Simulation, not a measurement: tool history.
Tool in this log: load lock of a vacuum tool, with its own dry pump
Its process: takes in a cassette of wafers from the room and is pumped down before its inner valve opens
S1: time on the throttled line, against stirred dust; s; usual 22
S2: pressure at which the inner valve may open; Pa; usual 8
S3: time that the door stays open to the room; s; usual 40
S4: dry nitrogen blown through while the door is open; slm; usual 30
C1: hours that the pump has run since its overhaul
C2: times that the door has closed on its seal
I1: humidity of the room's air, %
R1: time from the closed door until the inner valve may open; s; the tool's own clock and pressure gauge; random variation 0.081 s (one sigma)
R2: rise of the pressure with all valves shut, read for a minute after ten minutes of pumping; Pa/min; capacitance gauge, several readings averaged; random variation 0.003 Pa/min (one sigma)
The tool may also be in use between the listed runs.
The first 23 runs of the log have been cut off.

| run | hour | S1 | S2 | S3 | S4 | C1 | C2 | I1 | R1 | R2 |
|---|---|---|---|---|---|---|---|---|---|---|
| 24 | 2760.9 | 22 | 12 | 40 | 5 | 4771 | 38204 | 46.2 | 31.58 | 0.068 |
| 25 | 2895.4 | 17 | 12 | 40 | 5 | 4905 | 38831 | 41.8 | 26.83 | 0.060 |
| 26 | 2989.6 | 27 | 10 | 40 | 30 | 5000 | 39271 | 47.3 | 36.22 | 0.034 |
| 27 | 3128.3 | 33 | 8 | 40 | 44 | 5138 | 39918 | 45.8 | 42.05 | 0.028 |
| 28 | 3220.1 | 33 | 8 | 40 | 44 | 5230 | 40346 | 44.7 | 41.95 | 0.027 |
| 29 | 3343.4 | 28 | 10 | 40 | 30 | 5353 | 40922 | 45.3 | 37.25 | 0.030 |
| 30 | 3440.9 | 28 | 13 | 40 | 17 | 5451 | 41376 | 44.5 | 36.85 | 0.040 |
| 31 | 3591.9 | 40 | 13 | 26 | 11 | 5602 | 42081 | 43.5 | 47.84 | 0.031 |

What will run 32 give?
| 32 | 3665.2 | 24 | 14 | 33 | 17 | 5675 | 42423 | 44.3 | ? | ? |

{"run 32": {"R1": 33.0, "R2": 0.033}}
With no hidden state in the tool, this same run would have given R1 33.00 s, R2 0.032 Pa/min.
